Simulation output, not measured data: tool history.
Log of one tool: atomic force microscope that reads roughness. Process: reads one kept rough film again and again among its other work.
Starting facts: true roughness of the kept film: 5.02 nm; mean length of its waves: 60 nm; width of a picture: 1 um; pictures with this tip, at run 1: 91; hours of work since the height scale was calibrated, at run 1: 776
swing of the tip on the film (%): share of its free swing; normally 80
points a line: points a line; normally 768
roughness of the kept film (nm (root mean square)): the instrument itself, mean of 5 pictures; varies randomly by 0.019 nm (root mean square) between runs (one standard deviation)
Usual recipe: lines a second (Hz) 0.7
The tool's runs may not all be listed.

run	day	lines a second (Hz)	swing of the tip on the film (%)	points a line	pictures with this tip	hours of work since the height scale was calibrated	roughness of the kept film (nm (root mean square))
1	0	0.7	80	768	91	776	4.32
# day 1.179: new tip fitted
2	1.779	0.7	80	768	17	798	4.574
3	3.817	0.7	80	768	77	824	4.35
# day 3.996: height scale calibrated on a step standard
4	5.088	0.7	80	768	113	14	4.177
# day 5.512: new tip fitted
5	6.104	0.7	80	768	17	27	4.606
6	7.192	2.833	82	512	49	40	3.976
# day 8.488: height scale calibrated on a step standard, once more
7	8.575	2.165	59	397	88	1	4.232
# day 9.867: new tip fitted
8	10.45	1.617	80	332	18	25	4.271

Run 9 has not been measured yet. What should we expect?
9	11.429	1.617	80	332	46	37	?

roughness of the kept film (nm (root mean square)): 4.194
Had the tool carried no hidden state, the very same run would have given roughness of the kept film (nm (root mean square)) 4.368.
